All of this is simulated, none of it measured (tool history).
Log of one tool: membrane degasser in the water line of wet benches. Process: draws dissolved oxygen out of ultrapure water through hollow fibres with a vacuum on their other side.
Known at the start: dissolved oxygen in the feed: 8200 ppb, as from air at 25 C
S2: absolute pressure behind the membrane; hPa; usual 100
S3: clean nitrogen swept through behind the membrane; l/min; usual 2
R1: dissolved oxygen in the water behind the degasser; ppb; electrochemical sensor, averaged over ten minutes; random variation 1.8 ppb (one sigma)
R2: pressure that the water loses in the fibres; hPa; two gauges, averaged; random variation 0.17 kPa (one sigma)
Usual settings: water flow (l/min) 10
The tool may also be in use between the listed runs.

Run 1, hour 0: usual settings. Result: R1 174 ppb, R2 289.9 hPa.
Run 2, hour 115.7: usual settings. Result: R1 171.9 ppb, R2 292.5 hPa.
Run 3, hour 221.1: usual settings. Result: R1 172.3 ppb, R2 291.2 hPa.
Run 4, hour 290.4: usual settings. Result: R1 172.5 ppb, R2 288.5 hPa.
Run 5, hour 424.6: usual settings. Result: R1 173.8 ppb, R2 290.6 hPa.
Run 6, hour 516.6: usual settings. Result: R1 173.7 ppb, R2 292.6 hPa.
Run 7, hour 599.6: usual settings. Result: R1 171.2 ppb, R2 292.3 hPa.
Run 8, hour 734.6: usual settings. Result: R1 171.3 ppb, R2 290.3 hPa.
Run 9, hour 795.7: usual settings. Result: R1 172.4 ppb, R2 290 hPa.
Run 10, hour 914.3: usual settings. Result: R1 171.3 ppb, R2 291 hPa.
Run 11, hour 1041.1: usual settings but S3 2.46 l/min. Result: R1 157.4 ppb, R2 287.1 hPa.
Run 12, hour 1158.1: usual settings but S3 2.46 l/min. Result: R1 160.7 ppb, R2 287.8 hPa.
Run 13, hour 1279.1: usual settings but S3 1.94 l/min. Result: R1 174 ppb, R2 288.5 hPa.
Run 14, hour 1409.9: usual settings. Result: R1 171.4 ppb, R2 291.1 hPa.
Run 15, hour 1519.3: usual settings but S3 0.95 l/min. Result: R1 257.6 ppb, R2 288.8 hPa.
Run 16, hour 1615.8: usual settings. Result: R1 171.8 ppb, R2 290.4 hPa.
Run 17, hour 1674.2: usual settings. Result: R1 171.7 ppb, R2 290.7 hPa.
Run 18, hour 1743.5: usual settings but water flow (l/min) 11, S3 1.24 l/min. Result: R1 258.5 ppb, R2 319 hPa.

Run 19 comes next. What will it give?
Run 19, hour 1848.7: usual settings but water flow (l/min) 7, S2 61 hPa. Result: R1 ?, R2 ?.

Run 19 gave R1 57.1 ppb, R2 203.3 hPa.
Without the tool's hidden state the same run would have given R1 57 ppb, R2 203.2 hPa.

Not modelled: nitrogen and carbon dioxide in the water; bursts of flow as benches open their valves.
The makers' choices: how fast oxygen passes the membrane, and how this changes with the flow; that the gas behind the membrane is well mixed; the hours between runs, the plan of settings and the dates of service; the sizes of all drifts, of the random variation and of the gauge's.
